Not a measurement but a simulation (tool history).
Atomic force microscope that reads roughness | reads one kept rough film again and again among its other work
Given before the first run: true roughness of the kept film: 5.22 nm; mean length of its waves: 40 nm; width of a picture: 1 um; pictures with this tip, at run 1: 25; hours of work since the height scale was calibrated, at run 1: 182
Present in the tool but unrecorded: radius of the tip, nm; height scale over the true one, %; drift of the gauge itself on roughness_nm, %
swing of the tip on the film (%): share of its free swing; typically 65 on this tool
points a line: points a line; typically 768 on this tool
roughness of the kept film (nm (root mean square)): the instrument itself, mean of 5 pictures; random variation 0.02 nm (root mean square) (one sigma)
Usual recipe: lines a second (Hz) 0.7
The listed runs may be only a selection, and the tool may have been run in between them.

run   hour  lines a second (Hz)  swing of the tip on the film (%)  points a line  pictures with this tip  hours of work since the height scale was calibrated  roughness of the kept film (nm (root mean square))
  1      0                  0.7                                65            768                      25                                                  182                                               4.578
  2   10.3                  0.7                                65            768                      36                                                  187                                               4.533
  3   19.8                  0.7                                73            768                      47                                                  191                                               4.452
  4   30.6                  0.7                                85            768                      60                                                  196                                               4.264
  5   37.5                2.055                                85            768                      68                                                  199                                               3.801
  6   46.4                  0.7                                65            768                      78                                                  203                                                4.38
  7   56.8                  0.7                                65            768                      90                                                  208                                               4.284
  8   64.4                  0.7                                65            768                      99                                                  212                                               4.249
  9   73.4                  0.7                                65            768                     109                                                  216                                               4.234
 10   84.4                  0.7                                65            768                     122                                                  221                                               4.199
 11   90.6                  0.7                                65            768                     129                                                  223                                               4.116
 12  101.5                1.094                                65            768                     142                                                  228                                               4.043
 13  109.2                1.094                                65            768                     151                                                  232                                               4.005
     119.5  -- new tip fitted
 14  120.7                1.094                                65            768                       1                                                  237                                               4.713
 15  129.3                  0.7                                71            768                      11                                                  241                                               4.668
 16  133.8                 2.55                                65            527                      16                                                  243                                               4.401
 17    140                  0.7                                81            768                      24                                                  246                                               4.502
 18  146.1                1.029                                63            463                      31                                                  248                                               4.562
 19  157.1                 1.82                                90            768                      43                                                  253                                               3.847
 20  168.2                0.702                                65            919                      56                                                  258                                               4.476
 21  175.6                1.427                                71            298                      65                                                  262                                               4.232
 22  181.2                1.427                                71            555                      71                                                  264                                               4.226
 23  189.6                1.427                                71            555                      81                                                  268                                               4.171
 24  195.2                1.427                                71            555                      87                                                  271                                               4.199
 25  203.9                1.071                                78            619                      97                                                  275                                               4.099
 26  209.3                1.071                                78            619                     103                                                  277                                               4.081
 27  215.8                0.626                                60            442                     111                                                  280                                               4.254
 28  223.5                0.626                                60            442                     120                                                  284                                               4.243

Run by run, hidden condition taken away, random variation retained:
run  roughness of the kept film (nm (root mean square))
  1                                               4.771
  2                                               4.777
  3                                               4.745
  4                                               4.607
  5                                               4.142
  6                                               4.823
  7                                               4.775
  8                                               4.778
  9                                               4.811
 10                                               4.833
 11                                                4.77
 12                                               4.743
 13                                               4.739
 14                                               4.756
 15                                               4.762
 16                                               4.517
 17                                               4.661
 18                                               4.758
 19                                                4.06
 20                                               4.787
 21                                               4.572
 22                                               4.594
 23                                               4.578
 24                                               4.634
 25                                               4.572
 26                                                4.58
 27                                               4.815
 28                                               4.844
